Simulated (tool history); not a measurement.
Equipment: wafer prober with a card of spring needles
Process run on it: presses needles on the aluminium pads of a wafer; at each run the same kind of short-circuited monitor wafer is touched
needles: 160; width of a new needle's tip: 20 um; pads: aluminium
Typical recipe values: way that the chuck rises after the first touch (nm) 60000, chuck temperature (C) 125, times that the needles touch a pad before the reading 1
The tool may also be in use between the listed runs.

run,hour,way that the chuck rises after the first touch (nm),chuck temperature (C),times that the needles touch a pad before the reading,resistance of one needle with its contact and lead (mohm),way that a needle slides on the pad (nm)
1,0,60000,125,1,395,11830
# hour 4.1: tips cleaned on abrasive film
2,9.5,60000,125,1,327,11730
3,16.1,60000,125,1,406,11860
# hour 18.3: tips cleaned on abrasive film
4,22.6,60000,125,1,315,11740
# hour 32.2: tips cleaned on abrasive film
5,34,60000,125,1,258,11740
6,45.1,60000,125,1,415,11810
# hour 46.4: tips cleaned on abrasive film
7,51.6,60000,125,1,336,11730
# hour 60.2: tips cleaned on abrasive film
8,60.2,60000,125,1,220,11710
9,72.5,60000,125,1,425,11760
# hour 74.3: tips cleaned on abrasive film
10,78.7,60000,125,1,327,11640
# hour 84: height of the first contact set anew
11,84,73000,30,2,271,14600
# hour 88.4: tips cleaned on abrasive film
12,94.7,73000,30,2,244,14510
# hour 102.4: tips cleaned on abrasive film
13,105.8,73000,30,2,222,14650
14,113.9,41000,123,1,625,8230
# hour 116.6: tips cleaned on abrasive film
15,122.7,66000,83,2,265,13130

Below are 5 alternative next runs, each starting from the tool's condition after run 15. Predict each:
# hour 130.3: tips cleaned on abrasive film
A,133.2,41000,83,2,?,?
# hour 130.3: tips cleaned on abrasive film
B,133.2,70000,83,2,?,?
# hour 130.3: tips cleaned on abrasive film
C,133.2,53000,52,3,?,?
# hour 130.3: tips cleaned on abrasive film
D,133.2,66000,49,1,?,?
# hour 130.3: tips cleaned on abrasive film
E,133.2,60000,63,1,?,?

run,resistance of one needle with its contact and lead (mohm),way that a needle slides on the pad (nm)
A,323,8130
B,236,13870
C,232,10510
D,269,13110
E,285,11840
Without the tool's hidden state the same runs would have given:
run,resistance of one needle with its contact and lead (mohm),way that a needle slides on the pad (nm)
A,198,8230
B,190,13970
C,184,10610
D,181,13210
E,182,11940
